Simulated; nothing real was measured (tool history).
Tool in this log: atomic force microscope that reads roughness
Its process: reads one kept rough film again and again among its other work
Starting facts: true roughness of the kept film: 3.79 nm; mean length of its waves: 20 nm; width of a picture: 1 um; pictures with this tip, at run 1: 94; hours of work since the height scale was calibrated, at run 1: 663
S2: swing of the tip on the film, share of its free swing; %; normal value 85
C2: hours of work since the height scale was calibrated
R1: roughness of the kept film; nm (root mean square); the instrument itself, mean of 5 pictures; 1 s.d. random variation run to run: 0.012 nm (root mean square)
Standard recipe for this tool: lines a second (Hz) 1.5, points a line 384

Run 1, hour 0: usual settings; pictures with this tip 94; C2 663. Result: R1 2.927 nm (root mean square).
Run 2, hour 39.1: usual settings; pictures with this tip 169; C2 689. Result: R1 2.92 nm (root mean square).
At hour 84.8: new tip fitted.
Run 3, hour 84.8: usual settings; pictures with this tip 0; C2 720. Result: R1 2.918 nm (root mean square).
Run 4, hour 128.2: usual settings; pictures with this tip 84; C2 749. Result: R1 2.924 nm (root mean square).
Run 5, hour 154: usual settings; pictures with this tip 134; C2 766. Result: R1 2.907 nm (root mean square).
Run 6, hour 193.3: usual settings but points a line 320; pictures with this tip 210; C2 792. Result: R1 2.893 nm (root mean square).
At hour 216.2: new tip fitted.
Run 7, hour 220.7: usual settings but points a line 546; pictures with this tip 9; C2 810. Result: R1 2.94 nm (root mean square).
Run 8, hour 256.1: usual settings but S2 62 %; pictures with this tip 77; C2 833. Result: R1 3.06 nm (root mean square).
Run 9, hour 288.2: usual settings; pictures with this tip 139; C2 855. Result: R1 2.937 nm (root mean square).
Run 10, hour 318.1: usual settings; pictures with this tip 196; C2 875. Result: R1 2.905 nm (root mean square).
Run 11, hour 342: usual settings but S2 72 %; pictures with this tip 243; C2 891. Result: R1 3.003 nm (root mean square).
At hour 350: new tip fitted.
Run 12, hour 374.2: usual settings; pictures with this tip 47; C2 912. Result: R1 2.919 nm (root mean square).
Run 13, hour 414.6: usual settings; pictures with this tip 124; C2 939. Result: R1 2.908 nm (root mean square).
Run 14, hour 451.2: usual settings; pictures with this tip 195; C2 963. Result: R1 2.899 nm (root mean square).
At hour 480.9: new tip fitted.
Run 15, hour 492: usual settings; pictures with this tip 22; C2 990. Result: R1 2.93 nm (root mean square).
Run 16, hour 544.7: usual settings but S2 61 %; pictures with this tip 123; C2 1025. Result: R1 3.086 nm (root mean square).
Run 17, hour 580.4: usual settings but S2 61 %; pictures with this tip 192; C2 1049. Result: R1 3.089 nm (root mean square).
At hour 612.6: new tip fitted.
Run 18, hour 612.6: usual settings but S2 61 %; pictures with this tip 0; C2 1070. Result: R1 3.082 nm (root mean square).
Run 19, hour 641.8: usual settings; pictures with this tip 57; C2 1089. Result: R1 2.922 nm (root mean square).
Run 20, hour 693.9: usual settings; pictures with this tip 157; C2 1124. Result: R1 2.926 nm (root mean square).
Run 21, hour 726.9: usual settings; pictures with this tip 221; C2 1146. Result: R1 2.893 nm (root mean square).
At hour 745.5: new tip fitted.
Run 22, hour 752.2: usual settings but lines a second (Hz) 2.21; pictures with this tip 12; C2 1163. Result: R1 2.819 nm (root mean square).
Run 23, hour 795.3: usual settings but lines a second (Hz) 2.06; pictures with this tip 96; C2 1191. Result: R1 2.852 nm (root mean square).
Run 24, hour 836.5: usual settings but lines a second (Hz) 2.06, S2 63 %; pictures with this tip 175; C2 1219. Result: R1 3.037 nm (root mean square).
At hour 878.3: new tip fitted.
Run 25, hour 885: usual settings but lines a second (Hz) 2.06, S2 63 %; pictures with this tip 13; C2 1251. Result: R1 3.045 nm (root mean square).
Run 26, hour 926.4: usual settings but lines a second (Hz) 2.06, S2 63 %; pictures with this tip 92; C2 1279. Result: R1 3.058 nm (root mean square).
Run 27, hour 949: usual settings but lines a second (Hz) 1.31, S2 77 %; pictures with this tip 136; C2 1294. Result: R1 2.985 nm (root mean square).
Run 28, hour 981.9: usual settings but lines a second (Hz) 1.11, S2 65 %, points a line 385; pictures with this tip 200; C2 1316. Result: R1 3.076 nm (root mean square).
At hour 1006: height scale calibrated on a step standard.
At hour 1012.6: new tip fitted.
Run 29, hour 1034.1: usual settings but lines a second (Hz) 2.03, S2 65 %, points a line 441; pictures with this tip 41; C2 18. Result: R1 3.035 nm (root mean square).
Run 30, hour 1061.3: usual settings but lines a second (Hz) 2.03, S2 65 %, points a line 441; pictures with this tip 94; C2 37. Result: R1 3.047 nm (root mean square).
Run 31, hour 1088.5: usual settings but lines a second (Hz) 1.05, S2 65 %, points a line 390; pictures with this tip 146; C2 55. Result: R1 3.079 nm (root mean square).
Run 32, hour 1122.9: usual settings but lines a second (Hz) 0.86, points a line 596; pictures with this tip 212; C2 78. Result: R1 3.059 nm (root mean square).
At hour 1143.5: new tip fitted.
Run 33, hour 1151.2: usual settings but lines a second (Hz) 0.86, points a line 596; pictures with this tip 15; C2 96. Result: R1 3.033 nm (root mean square).
Run 34, hour 1195.6: usual settings but lines a second (Hz) 3.77, S2 62 %, points a line 522; pictures with this tip 101; C2 126. Result: R1 2.995 nm (root mean square).
Run 35, hour 1239.7: usual settings but S2 76 %, points a line 518; pictures with this tip 186; C2 155. Result: R1 3.027 nm (root mean square).
At hour 1274.1: new tip fitted.
Run 36, hour 1276.6: usual settings but S2 76 %, points a line 518; pictures with this tip 5; C2 179. Result: R1 3.035 nm (root mean square).
Run 37, hour 1301.1: usual settings but lines a second (Hz) 0.79, S2 84 %, points a line 278; pictures with this tip 52; C2 196. Result: R1 2.965 nm (root mean square).
Run 38, hour 1337: usual settings but lines a second (Hz) 0.76, S2 83 %, points a line 630; pictures with this tip 121; C2 220. Result: R1 3.088 nm (root mean square).
Run 39, hour 1387.4: usual settings but lines a second (Hz) 0.76, S2 83 %, points a line 630; pictures with this tip 218; C2 253. Result: R1 3.065 nm (root mean square).
At hour 1404.8: new tip fitted.
Run 40, hour 1421.3: usual settings but lines a second (Hz) 0.76, S2 83 %, points a line 630; pictures with this tip 32; C2 275. Result: R1 3.084 nm (root mean square).
Run 41, hour 1465.9: usual settings but lines a second (Hz) 0.52, S2 83 %, points a line 652; pictures with this tip 118; C2 305. Result: R1 3.125 nm (root mean square).
Run 42, hour 1498.1: usual settings but lines a second (Hz) 1.57, S2 61 %, points a line 917; pictures with this tip 180; C2 327. Result: R1 3.109 nm (root mean square).
At hour 1535.2: new tip fitted.
Run 43, hour 1535.2: usual settings but lines a second (Hz) 1.57, S2 61 %, points a line 917; pictures with this tip 0; C2 351. Result: R1 3.103 nm (root mean square).
Run 44, hour 1566.2: usual settings but S2 73 %, points a line 258; pictures with this tip 59; C2 372. Result: R1 2.978 nm (root mean square).
Run 45, hour 1593.7: usual settings but lines a second (Hz) 3.94, S2 68 %, points a line 744; pictures with this tip 112; C2 390. Result: R1 2.92 nm (root mean square).
Run 46, hour 1616.1: usual settings but lines a second (Hz) 3.94, S2 68 %, points a line 744; pictures with this tip 155; C2 405. Result: R1 2.923 nm (root mean square).
Run 47, hour 1657.9: usual settings but lines a second (Hz) 1.62, S2 67 %, points a line 799; pictures with this tip 236; C2 433. Result: R1 3.078 nm (root mean square).
At hour 1666.7: new tip fitted.
Run 48, hour 1689.7: usual settings but lines a second (Hz) 2.71, S2 68 %, points a line 703; pictures with this tip 44; C2 454. Result: R1 3.014 nm (root mean square).
Run 49, hour 1716.4: usual settings but lines a second (Hz) 1.03, S2 87 %, points a line 830; pictures with this tip 96; C2 472. Result: R1 3.025 nm (root mean square).
Run 50, hour 1759.5: usual settings but lines a second (Hz) 0.92, S2 63 %, points a line 830; pictures with this tip 179; C2 500. Result: R1 3.132 nm (root mean square).

Below are 4 alternative next runs, each starting from the tool's condition after run 50. Predict each:
Run A, hour 1785.2: usual settings but lines a second (Hz) 0.54, points a line 653; pictures with this tip 229; C2 517. Result: R1 ?.
Run B, hour 1785.2: usual settings but lines a second (Hz) 3.39, S2 56 %, points a line 830; pictures with this tip 229; C2 517. Result: R1 ?.
Run C, hour 1785.2: usual settings but lines a second (Hz) 0.61, S2 86 %; pictures with this tip 229; C2 517. Result: R1 ?.
Run D, hour 1785.2: usual settings but lines a second (Hz) 1.1, S2 74 %, points a line 830; pictures with this tip 229; C2 517. Result: R1 ?.

run     R1
  A  3.082
  B  3.067
  C  3.033
  D  3.086
Take away the tool's hidden state, keep each run's random variation, and the runs would have read:
run     R1
  A  3.093
  B  3.078
  C  3.044
  D  3.097

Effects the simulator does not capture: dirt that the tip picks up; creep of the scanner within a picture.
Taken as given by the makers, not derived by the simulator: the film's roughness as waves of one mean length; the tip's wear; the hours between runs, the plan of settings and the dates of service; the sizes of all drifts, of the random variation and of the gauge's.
